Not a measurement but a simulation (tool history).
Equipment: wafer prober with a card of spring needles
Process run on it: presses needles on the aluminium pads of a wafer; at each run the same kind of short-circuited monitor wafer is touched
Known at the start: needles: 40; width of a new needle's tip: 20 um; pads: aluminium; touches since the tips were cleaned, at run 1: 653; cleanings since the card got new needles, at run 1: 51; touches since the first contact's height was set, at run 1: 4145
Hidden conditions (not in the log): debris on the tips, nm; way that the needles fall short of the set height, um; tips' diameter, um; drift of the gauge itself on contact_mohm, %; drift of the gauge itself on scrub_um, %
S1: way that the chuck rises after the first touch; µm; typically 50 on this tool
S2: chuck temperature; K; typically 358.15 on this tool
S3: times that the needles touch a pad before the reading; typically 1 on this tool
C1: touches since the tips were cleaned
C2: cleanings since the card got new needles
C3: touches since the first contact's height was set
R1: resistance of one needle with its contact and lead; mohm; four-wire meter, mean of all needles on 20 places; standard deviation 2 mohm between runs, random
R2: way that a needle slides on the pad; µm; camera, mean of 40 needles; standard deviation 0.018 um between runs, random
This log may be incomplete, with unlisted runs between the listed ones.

run   hour  S1      S2  S3    C1   C2      C3   R1     R2
  1      0  50  358.15   1   653   51    4145  216   8.73
         3  -- tips cleaned on abrasive film
       7.1  -- tips cleaned on abrasive film
      11.5  -- tips cleaned on abrasive film
  2   13.6  50  358.15   1  1386   54   12983  215   8.71
      15.3  -- tips cleaned on abrasive film
      19.3  -- tips cleaned on abrasive film
      23.1  -- tips cleaned on abrasive film
      27.1  -- tips cleaned on abrasive film
  3   27.1  50  358.15   1    33   58   21659  217   8.68
      31.5  -- tips cleaned on abrasive film
      35.6  -- tips cleaned on abrasive film
  4   37.4  50  358.15   1  1181   60   28339  220   8.67
      40.1  -- tips cleaned on abrasive film
      44.1  -- tips cleaned on abrasive film
      47.7  -- tips cleaned on abrasive film
  5   49.2  50  358.15   1  1029   63   35996  218   8.67
      51.9  -- tips cleaned on abrasive film
      56.2  -- tips cleaned on abrasive film
  6   58.1  50  358.15   3  1234   65   41706  216   8.61
      59.9  -- tips cleaned on abrasive film
      64.4  -- tips cleaned on abrasive film
  7   64.9  50  358.15   3   347   67   46103  215   8.63
      68.3  -- tips cleaned on abrasive film
      72.8  -- tips cleaned on abrasive film
  8   75.2  50  358.15   1  1644   69   52837  217   8.61
      77.1  -- tips cleaned on abrasive film
      81.1  -- tips cleaned on abrasive film
      85.6  -- tips cleaned on abrasive film
  9     88  50  358.15   1  1592   72   61118  212   8.56
      89.9  -- tips cleaned on abrasive film
      94.3  -- tips cleaned on abrasive film
      98.4  -- tips cleaned on abrasive film
 10  101.6  50  358.15   1  2136   75   69909  212   8.52
     102.6  -- tips cleaned on abrasive film
     106.7  -- tips cleaned on abrasive film
     110.8  -- tips cleaned on abrasive film
       115  -- tips cleaned on abrasive film
 11    115  50  311.15   1     0   79   78512  200    8.5
       119  -- tips cleaned on abrasive film
     123.4  -- tips cleaned on abrasive film
 12    124  50  358.15   1   335   81   84334  215   8.52
     124.7  -- gauge calibrated
     127.4  -- tips cleaned on abrasive film
     131.7  -- tips cleaned on abrasive film
 13  132.4  50  358.15   1   421   83   89768  215   8.71
     135.9  -- tips cleaned on abrasive film
     140.4  -- tips cleaned on abrasive film
 14  141.3  50  358.15   1   555   85   95544  214   8.72
     144.5  -- tips cleaned on abrasive film
     148.3  -- tips cleaned on abrasive film
 15  150.7  50  301.15   2  1551   87  101641  196   8.74
     152.4  -- tips cleaned on abrasive film
     156.7  -- tips cleaned on abrasive film
     160.8  -- tips cleaned on abrasive film
     164.5  -- tips cleaned on abrasive film
 16  164.5  33  300.15   2     0   91  110535  214   5.72
     168.4  -- tips cleaned on abrasive film
 17  170.4  50  344.15   1  1307   92  114390  211   8.64
     172.2  -- tips cleaned on abrasive film
     176.5  -- tips cleaned on abrasive film
 18  178.2  49  334.15   2  1104   94  119417  208   8.47
     180.7  -- tips cleaned on abrasive film
     184.4  -- tips cleaned on abrasive film
 19  187.5  49  334.15   2  2116   96  125498  208   8.47
     188.5  -- tips cleaned on abrasive film
     192.7  -- tips cleaned on abrasive film
     196.7  -- tips cleaned on abrasive film
 20    200  69  313.15   3  2190   99  133534  190  11.87
     200.9  -- tips cleaned on abrasive film
       205  -- tips cleaned on abrasive film
     208.8  -- tips cleaned on abrasive film
 21  208.8  69  313.15   3     0  102  139171  194  11.84
     212.4  -- height of the first contact set anew
     213.4  -- tips cleaned on abrasive film
     217.6  -- tips cleaned on abrasive film
     221.8  -- tips cleaned on abrasive film
 22  222.3  49  371.15   2   348  105    6390  219   8.36
     225.9  -- tips cleaned on abrasive film
     230.1  -- tips cleaned on abrasive film
     234.1  -- tips cleaned on abrasive film
 23  236.7  51  362.15   1  1727  108   15699  218   8.71
     238.4  -- tips cleaned on abrasive film
     242.2  -- tips cleaned on abrasive film
     246.3  -- tips cleaned on abrasive film
 24  247.9  51  362.15   1  1038  111   22922  214   8.68
     250.3  -- tips cleaned on abrasive film
     254.2  -- tips cleaned on abrasive film
 25  254.2  50  333.15   1     0  113   26957  207   8.48
     258.6  -- tips cleaned on abrasive film
     262.8  -- tips cleaned on abrasive film
 26  266.3  50  333.15   1  2279  115   34856  208   8.46
     266.9  -- tips cleaned on abrasive film
     271.1  -- tips cleaned on abrasive film
     274.7  -- tips cleaned on abrasive film
 27  274.7  50  333.15   1     0  118   40243  210   8.46
     278.6  -- tips cleaned on abrasive film
     282.7  -- tips cleaned on abrasive film
 28  283.6  50  333.15   1   572  120   46008  210   8.43

Entry by entry between the runs, the difference in hidden state between the last listed run before and the first listed run after:
From run 1 to run 2: tips cleaned on abrasive film (hour 3); tips cleaned on abrasive film (hour 7.1); tips cleaned on abrasive film (hour 11.5)
  debris on the tips, nm: 0.2 -> 0.3; drift of the gauge itself on scrub_um, %: 0 -> -0.3
  measured less the result without the state, R2: +0 -> -0.03 µm
From run 2 to run 3: tips cleaned on abrasive film (hour 15.3); tips cleaned on abrasive film (hour 19.3); tips cleaned on abrasive film (hour 23.1); tips cleaned on abrasive film (hour 27.1)
  debris on the tips, nm: 0.3 -> 0.1; drift of the gauge itself on scrub_um, %: -0.3 -> -0.6
  measured less the result without the state, R2: -0.03 -> -0.05 µm
From run 3 to run 4: tips cleaned on abrasive film (hour 31.5); tips cleaned on abrasive film (hour 35.6)
  debris on the tips, nm: 0.1 -> 0.2; drift of the gauge itself on scrub_um, %: -0.6 -> -0.83
  measured less the result without the state, R2: -0.05 -> -0.07 µm
From run 4 to run 5: tips cleaned on abrasive film (hour 40.1); tips cleaned on abrasive film (hour 44.1); tips cleaned on abrasive film (hour 47.7)
  drift of the gauge itself on scrub_um, %: -0.83 -> -1.1
  measured less the result without the state, R2: -0.07 -> -0.1 µm
From run 5 to run 6: tips cleaned on abrasive film (hour 51.9); tips cleaned on abrasive film (hour 56.2)
  debris on the tips, nm: 0.2 -> 0.3; drift of the gauge itself on scrub_um, %: -1.1 -> -1.29
  measured less the result without the state, R2: -0.1 -> -0.11 µm
From run 6 to run 7: tips cleaned on abrasive film (hour 59.9); tips cleaned on abrasive film (hour 64.4)
  debris on the tips, nm: 0.3 -> 0.1; drift of the gauge itself on scrub_um, %: -1.29 -> -1.44
  measured less the result without the state, R2: -0.11 -> -0.13 µm
From run 7 to run 8: tips cleaned on abrasive film (hour 68.3); tips cleaned on abrasive film (hour 72.8)
  debris on the tips, nm: 0.1 -> 0.3; drift of the gauge itself on scrub_um, %: -1.44 -> -1.68
  measured less the result without the state, R2: -0.13 -> -0.15 µm
From run 8 to run 9: tips cleaned on abrasive film (hour 77.1); tips cleaned on abrasive film (hour 81.1); tips cleaned on abrasive film (hour 85.6)
  drift of the gauge itself on scrub_um, %: -1.68 -> -1.96
  measured less the result without the state, R2: -0.15 -> -0.17 µm
From run 9 to run 10: tips cleaned on abrasive film (hour 89.9); tips cleaned on abrasive film (hour 94.3); tips cleaned on abrasive film (hour 98.4)
  debris on the tips, nm: 0.3 -> 0.4; drift of the gauge itself on scrub_um, %: -1.96 -> -2.26
  measured less the result without the state, R2: -0.17 -> -0.2 µm
From run 10 to run 11: tips cleaned on abrasive film (hour 102.6); tips cleaned on abrasive film (hour 106.7); tips cleaned on abrasive film (hour 110.8); tips cleaned on abrasive film (hour 115)
  debris on the tips, nm: 0.4 -> 0; drift of the gauge itself on scrub_um, %: -2.26 -> -2.56
  measured less the result without the state, R2: -0.2 -> -0.22 µm
From run 11 to run 12: tips cleaned on abrasive film (hour 119); tips cleaned on abrasive film (hour 123.4)
  debris on the tips, nm: 0 -> 0.1; drift of the gauge itself on scrub_um, %: -2.56 -> -2.76
  measured less the result without the state, R2: -0.22 -> -0.24 µm
From run 12 to run 13: gauge calibrated (hour 124.7); tips cleaned on abrasive film (hour 127.4); tips cleaned on abrasive film (hour 131.7)
  drift of the gauge itself on scrub_um, %: -2.76 -> -0.17
  measured less the result without the state, R2: -0.24 -> -0.02 µm
From run 13 to run 14: tips cleaned on abrasive film (hour 135.9); tips cleaned on abrasive film (hour 140.4)
  drift of the gauge itself on scrub_um, %: -0.17 -> -0.37
  measured less the result without the state, R2: -0.02 -> -0.03 µm
From run 14 to run 15: tips cleaned on abrasive film (hour 144.5); tips cleaned on abrasive film (hour 148.3)
  debris on the tips, nm: 0.1 -> 0.3; way that the needles fall short of the set height, um: 0 -> 0.01; drift of the gauge itself on scrub_um, %: -0.37 -> -0.58
  measured less the result without the state, R2: -0.03 -> -0.05 µm
From run 15 to run 16: tips cleaned on abrasive film (hour 152.4); tips cleaned on abrasive film (hour 156.7); tips cleaned on abrasive film (hour 160.8); tips cleaned on abrasive film (hour 164.5)
  debris on the tips, nm: 0.3 -> 0; drift of the gauge itself on scrub_um, %: -0.58 -> -0.88
  measured less the result without the state, R2: -0.05 -> -0.05 µm
From run 16 to run 17: tips cleaned on abrasive film (hour 168.4)
  debris on the tips, nm: 0 -> 0.3; drift of the gauge itself on scrub_um, %: -0.88 -> -1.02
  measured less the result without the state, R2: -0.05 -> -0.09 µm
From run 17 to run 18: tips cleaned on abrasive film (hour 172.2); tips cleaned on abrasive film (hour 176.5)
  drift of the gauge itself on scrub_um, %: -1.02 -> -1.19
  measured less the result without the state, R2: -0.09 -> -0.11 µm
From run 18 to run 19: tips cleaned on abrasive film (hour 180.7); tips cleaned on abrasive film (hour 184.4)
  drift of the gauge itself on scrub_um, %: -1.19 -> -1.4
  measured less the result without the state, R2: -0.11 -> -0.12 µm
From run 19 to run 20: tips cleaned on abrasive film (hour 188.5); tips cleaned on abrasive film (hour 192.7); tips cleaned on abrasive film (hour 196.7)
  debris on the tips, nm: 0.3 -> 0.4; drift of the gauge itself on scrub_um, %: -1.4 -> -1.68
  measured less the result without the state, R2: -0.12 -> -0.2 µm
From run 20 to run 21: tips cleaned on abrasive film (hour 200.9); tips cleaned on abrasive film (hour 205); tips cleaned on abrasive film (hour 208.8)
  debris on the tips, nm: 0.4 -> 0; drift of the gauge itself on scrub_um, %: -1.68 -> -1.87
  measured less the result without the state, R2: -0.2 -> -0.23 µm
From run 21 to run 22: height of the first contact set anew (hour 212.4); tips cleaned on abrasive film (hour 213.4); tips cleaned on abrasive film (hour 217.6); tips cleaned on abrasive film (hour 221.8)
  debris on the tips, nm: 0 -> 0.1; way that the needles fall short of the set height, um: 0.01 -> 0; drift of the gauge itself on scrub_um, %: -1.87 -> -2.17
  measured less the result without the state, R2: -0.23 -> -0.18 µm
From run 22 to run 23: tips cleaned on abrasive film (hour 225.9); tips cleaned on abrasive film (hour 230.1); tips cleaned on abrasive film (hour 234.1)
  debris on the tips, nm: 0.1 -> 0.3; tips' diameter, um: 20 -> 20.01; drift of the gauge itself on scrub_um, %: -2.17 -> -2.49
  measured less the result without the state, R2: -0.18 -> -0.22 µm
From run 23 to run 24: tips cleaned on abrasive film (hour 238.4); tips cleaned on abrasive film (hour 242.2); tips cleaned on abrasive film (hour 246.3)
  debris on the tips, nm: 0.3 -> 0.2; drift of the gauge itself on scrub_um, %: -2.49 -> -2.73
  measured less the result without the state, R2: -0.22 -> -0.24 µm
From run 24 to run 25: tips cleaned on abrasive film (hour 250.3); tips cleaned on abrasive film (hour 254.2)
  debris on the tips, nm: 0.2 -> 0; drift of the gauge itself on scrub_um, %: -2.73 -> -2.87
  measured less the result without the state, R2: -0.24 -> -0.25 µm
From run 25 to run 26: tips cleaned on abrasive film (hour 258.6); tips cleaned on abrasive film (hour 262.8)
  debris on the tips, nm: 0 -> 0.4; drift of the gauge itself on scrub_um, %: -2.87 -> -3.14
  measured less the result without the state, R2: -0.25 -> -0.27 µm
From run 26 to run 27: tips cleaned on abrasive film (hour 266.9); tips cleaned on abrasive film (hour 271.1); tips cleaned on abrasive film (hour 274.7)
  debris on the tips, nm: 0.4 -> 0; drift of the gauge itself on scrub_um, %: -3.14 -> -3.33
  measured less the result without the state, R2: -0.27 -> -0.29 µm
From run 27 to run 28: tips cleaned on abrasive film (hour 278.6); tips cleaned on abrasive film (hour 282.7)
  debris on the tips, nm: 0 -> 0.1; drift of the gauge itself on scrub_um, %: -3.33 -> -3.53
  measured less the result without the state, R2: -0.29 -> -0.31 µm

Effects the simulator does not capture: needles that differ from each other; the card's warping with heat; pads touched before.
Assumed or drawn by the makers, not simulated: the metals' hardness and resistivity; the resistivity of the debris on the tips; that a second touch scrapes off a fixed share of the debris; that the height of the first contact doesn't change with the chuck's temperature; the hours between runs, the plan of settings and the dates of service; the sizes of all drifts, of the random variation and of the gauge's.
